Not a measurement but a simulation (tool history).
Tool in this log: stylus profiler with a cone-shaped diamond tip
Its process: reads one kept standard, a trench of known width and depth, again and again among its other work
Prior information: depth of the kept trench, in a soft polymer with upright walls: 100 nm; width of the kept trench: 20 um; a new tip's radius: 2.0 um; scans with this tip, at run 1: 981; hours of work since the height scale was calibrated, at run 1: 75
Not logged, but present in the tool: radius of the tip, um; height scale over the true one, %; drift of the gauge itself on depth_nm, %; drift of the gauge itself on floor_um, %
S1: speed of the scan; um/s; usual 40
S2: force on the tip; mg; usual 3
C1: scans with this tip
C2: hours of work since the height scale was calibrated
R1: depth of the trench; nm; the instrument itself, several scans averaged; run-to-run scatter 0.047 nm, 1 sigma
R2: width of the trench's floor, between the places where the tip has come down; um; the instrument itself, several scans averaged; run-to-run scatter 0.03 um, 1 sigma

run	hour	S1	S2	C1	C2	R1	R2
1	0	40	3	981	75	101.48	18.58
2	8.2	40	3	1055	80	101.49	18.57
3	22.2	40	3	1181	90	101.32	18.56
4	31.6	40	3	1266	96	101.47	18.64
5	41.5	40	3	1356	103	101.51	18.57
6	51.5	40	3	1446	110	101.42	18.55
7	65.6	40	3	1573	120	101.46	18.6
8	79.1	40	3	1696	129	101.46	18.62
9	91.5	40	3	1808	137	101.47	18.5
10	106.2	40	6.01	1941	148	102.36	18.54
11	120.7	40	6.01	2071	158	102.32	18.59
12	132.2	40	3	2175	165	101.43	18.53
13	142	40	5.65	2264	172	102.24	18.58
14	151	40	7.4	2344	178	102.64	18.51
15	158.9	49	1.3	2416	184	100.79	18.49
16	168.1	29	4.93	2500	190	102.04	18.49
17	178.1	13	3.55	2590	197	101.57	18.58
18	187.2	62	6.23	2672	203	102.43	18.46
19	195.9	18	1.98	2750	209	101.15	18.53
20	209.8	20	6.15	2876	219	102.29	18.58
21	217.5	35	3.92	2946	224	101.77	18.51
22	230.6	35	3.92	3064	233	101.7	18.51
23	242.1	35	3.92	3168	241	101.68	18.48
24	252.9	14	3	3266	248	101.38	18.55
25	260	72	6.05	3329	253	102.3	18.44

4 options for the next run, each taken on its own from the tool as it stands now. Forecast them:
A	268.2	82	2.82	3404	259	?	?
B	268.2	40	8.43	3404	259	?	?
C	268.2	14	2.04	3404	259	?	?
D	268.2	20	1.47	3404	259	?	?

run	R1	R2
A	101.35	18.39
B	102.94	18.46
C	101.04	18.47
D	100.78	18.48
Without the tool's hidden state the same runs would have given:
run	R1	R2
A	101.46	18.61
B	103.05	18.68
C	101.15	18.69
D	100.89	18.7
